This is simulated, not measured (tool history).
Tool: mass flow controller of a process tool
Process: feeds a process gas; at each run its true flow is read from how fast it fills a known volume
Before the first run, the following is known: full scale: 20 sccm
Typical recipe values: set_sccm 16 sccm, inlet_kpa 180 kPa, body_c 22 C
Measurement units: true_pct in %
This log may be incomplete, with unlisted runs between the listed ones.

run,hour,set_sccm,inlet_kpa,body_c,true_pct
1,0,16,180,22,99.28
2,197.2,16,180,22,99.37
3,404.8,16,180,22,99.23
4,632.2,16,180,22,99.34
5,836.1,16,186,22,99.31
6,1144.5,16,186,22,99.24
7,1368,16,186,22,99.26
8,1522.9,4,248,22,96.4
# hour 1540.4: controller's zero set anew
9,1835.6,4,248,22,96.14
10,1993.3,4,248,22,96.17
11,2156.3,4,248,22,96

Predict each of these 3 candidate next runs independently; none follows another, all start after run 11:
A,2461.1,16,190,22,?
B,2461.1,16,180,28,?
C,2461.1,8,185,22,?

run,true_pct
A,99.24
B,99.85
C,97.67
With the hidden condition removed and each run's random variation left untouched, the same runs would have given:
run,true_pct
A,99.27
B,99.88
C,98.03

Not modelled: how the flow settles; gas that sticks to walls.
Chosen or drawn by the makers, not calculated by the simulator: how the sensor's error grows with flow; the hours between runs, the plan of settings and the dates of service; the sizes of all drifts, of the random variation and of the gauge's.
